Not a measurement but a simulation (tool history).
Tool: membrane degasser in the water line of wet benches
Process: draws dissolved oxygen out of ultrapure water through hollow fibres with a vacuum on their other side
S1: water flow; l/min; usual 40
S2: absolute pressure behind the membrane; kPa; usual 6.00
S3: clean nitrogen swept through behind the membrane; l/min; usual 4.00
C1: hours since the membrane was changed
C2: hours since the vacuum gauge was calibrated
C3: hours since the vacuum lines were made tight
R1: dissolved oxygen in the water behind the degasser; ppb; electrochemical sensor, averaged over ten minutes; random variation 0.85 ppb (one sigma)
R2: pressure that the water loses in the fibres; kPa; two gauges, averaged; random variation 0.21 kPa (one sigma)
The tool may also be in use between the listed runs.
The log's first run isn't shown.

run    hour  S1     S2    S3    C1    C2    C3     R1     R2
  2   294.1  40   6.00  4.00  6412  3386  2120   94.1  52.25
  3   481.1  47   6.00  4.00  6599  3573  2307  115.7  61.34
  4   812.4  40   6.00  4.00  6930  3904  2638   97.9  52.12
  5   985.1  57   6.00  4.00  7103  4077  2811  147.4  75.39
     1186.2  -- vacuum gauge calibrated
  6  1234.7  57   6.00  4.00  7352    49  3060  151.7  75.27
  7  1482.3  57   6.00  4.00  7599   296  3308  152.8  75.42
  8  1820.1  40   6.00  4.65  7937   634  3646   92.8  52.92
  9  2044.8  40   6.00  4.65  8162   859  3870   92.4  53.46
 10  2290.0  40   6.00  4.65  8407  1104  4116   95.0  53.27
 11  2509.0  40   6.00  4.65  8626  1323  4334   94.7  53.44
     2560.1  -- vacuum gauge calibrated, once more
     2723.3  -- seals of the vacuum lines changed
 12  2810.0  40   6.00  4.65  8925   248    87   82.3  53.54
 13  3071.3  35   6.00  4.65  9186   509   348   71.5  46.90
 14  3330.1  40   6.00  4.00  9445   768   607   93.7  54.29
 15  3505.4  40   6.00  4.00  9620   943   782   93.8  54.33
     3573.2  -- membrane cartridge changed
 16  3673.3  40   6.00  4.00   100  1107   946   81.8  48.77
 17  3975.6  49  13.26  4.57   402  1410  1248  271.2  59.90
 18  4236.3  27  10.88  8.66   663  1670  1509   66.0  33.10
 19  4483.7  53   6.34  8.68   911  1918  1756   75.2  64.82
 20  4793.0  40   6.00  7.64  1220  2227  2066   53.8  49.23
 21  5112.2  39   6.00  8.96  1539  2546  2385   47.0  47.94
 22  5349.2  39   6.00  8.96  1776  2783  2622   47.7  48.28
 23  5577.1  51   6.96  1.98  2004  3011  2850  246.8  63.32
 24  5809.4  60   4.99  5.57  2236  3243  3082   88.0  74.28

Forecast run 25:
 25  6109.6  35  7.64  2.10  2536  3544  3382   ?   ?

{"run 25": {"R1": 194.1, "R2": 43.79}}
Without the tool's hidden state the same run would have given R1 178.0 ppb, R2 42.66 kPa.
